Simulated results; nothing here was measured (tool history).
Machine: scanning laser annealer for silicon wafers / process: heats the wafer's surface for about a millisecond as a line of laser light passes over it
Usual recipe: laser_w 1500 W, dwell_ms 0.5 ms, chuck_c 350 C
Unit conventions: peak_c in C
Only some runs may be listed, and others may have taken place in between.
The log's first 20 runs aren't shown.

| run | hour | laser_w | dwell_ms | chuck_c | peak_c |
|---|---|---|---|---|---|
| 21 | 657.1 | 1500 | 0.5 | 357 | 1061 |
| 22 | 683.8 | 1500 | 0.5 | 357 | 1059 |
| 23 | 721.3 | 1640 | 0.5 | 320 | 1102 |
| 24 | 755.6 | 1640 | 0.5 | 320 | 1100 |
| 25 | 793.3 | 1335 | 0.401 | 326 | 881 |
| 26 | 816.3 | 1500 | 0.5 | 380 | 1081 |
| 27 | 856.2 | 1500 | 0.5 | 380 | 1078 |
| 28 | 887.1 | 1500 | 0.5 | 380 | 1080 |
| 29 | 907.9 | 1564 | 0.455 | 388 | 1094 |
| 30 | 945 | 1564 | 0.455 | 388 | 1092 |
| 31 | 976.5 | 1550 | 0.522 | 344 | 1079 |
| 32 | 1009.7 | 1500 | 0.5 | 348 | 1045 |
| 33 | 1048.9 | 1500 | 0.57 | 350 | 1085 |
| 34 | 1075 | 1296 | 0.5 | 379 | 962 |
| 35 | 1100.7 | 1296 | 0.5 | 379 | 964 |
| 36 | 1136.2 | 1489 | 0.477 | 312 | 985 |
| 37 | 1171 | 1489 | 0.477 | 312 | 986 |
| 38 | 1191 | 1500 | 0.5 | 379 | 1070 |
| 39 | 1219.9 | 1567 | 0.442 | 313 | 1006 |
| 40 | 1245.4 | 1569 | 0.557 | 313 | 1072 |
| 41 | 1288.6 | 1500 | 0.5 | 383 | 1075 |

Predict each of these 4 candidate next runs independently; none follows another, all start after run 41:
| A | 1323.9 | 1500 | 0.5 | 339 | ? |
| B | 1323.9 | 1299 | 0.395 | 372 | ? |
| C | 1323.9 | 1556 | 0.5 | 346 | ? |
| D | 1323.9 | 1382 | 0.5 | 350 | ? |

| run | peak_c |
|---|---|
| A | 1027 |
| B | 897 |
| C | 1064 |
| D | 975 |
The same runs, with their run-to-run variation unchanged, on a tool lacking any hidden condition would have given:
| run | peak_c |
|---|---|
| A | 1061 |
| B | 922 |
| C | 1099 |
| D | 1005 |

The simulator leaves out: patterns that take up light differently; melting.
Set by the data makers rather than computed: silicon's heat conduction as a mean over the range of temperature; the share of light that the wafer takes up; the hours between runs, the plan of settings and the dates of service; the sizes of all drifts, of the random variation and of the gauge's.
